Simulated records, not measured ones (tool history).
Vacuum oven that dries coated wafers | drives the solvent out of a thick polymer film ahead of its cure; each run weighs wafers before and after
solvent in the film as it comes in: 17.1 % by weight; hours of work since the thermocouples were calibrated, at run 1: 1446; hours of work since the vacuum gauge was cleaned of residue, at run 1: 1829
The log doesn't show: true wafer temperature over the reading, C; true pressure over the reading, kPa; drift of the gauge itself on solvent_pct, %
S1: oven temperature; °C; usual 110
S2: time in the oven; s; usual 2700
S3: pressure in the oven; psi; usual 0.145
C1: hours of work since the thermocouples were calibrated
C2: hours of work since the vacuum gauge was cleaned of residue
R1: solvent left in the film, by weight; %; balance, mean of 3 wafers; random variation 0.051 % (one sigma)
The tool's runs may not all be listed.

run,hour,S1,S2,S3,C1,C2,R1
1,0.0,110,2700,0.145,1446,1829,1.70
2,64.8,110,2700,0.145,1484,1868,1.74
3,134.3,110,1500,0.145,1526,1909,3.41
4,209.7,110,2700,0.173,1570,1954,1.88
5,282.0,110,2700,0.145,1613,1996,1.69
6,345.2,100,2700,0.145,1651,2034,3.46
# hour 363.7: oven's thermocouples calibrated
7,396.9,100,2700,0.145,20,2064,3.09
8,448.7,100,2700,0.145,50,2094,3.11
9,531.9,110,2700,0.145,100,2144,1.50
# hour 537.8: vacuum gauge cleaned of residue and calibrated
10,611.5,110,2700,0.145,146,44,1.62
11,700.4,110,1380,0.467,199,97,4.62
# hour 739.4: vacuum gauge cleaned of residue and calibrated, once more
12,777.6,110,4620,0.467,244,23,1.68
13,841.2,99,2520,0.354,282,60,3.98
14,880.4,98,2520,0.354,305,84,4.27
15,959.8,121,2700,0.342,352,131,1.02
16,1024.1,114,2700,0.342,390,169,1.41
17,1092.5,117,2460,0.122,431,210,0.68
18,1161.5,117,2460,0.122,472,251,0.71

Forecast each of these 5 alternatives for the next run:
A,1203.5,103,2700,0.077,497,275,?
B,1203.5,110,1860,0.226,497,275,?
C,1203.5,117,2340,0.109,497,275,?
D,1203.5,117,4680,0.136,497,275,?
E,1203.5,101,1380,0.145,497,275,?

run,R1
A,1.85
B,2.44
C,0.72
D,0.39
E,5.50
Without the tool's hidden state the same runs would have given:
run,R1
A,1.68
B,2.29
C,0.63
D,0.33
E,5.31
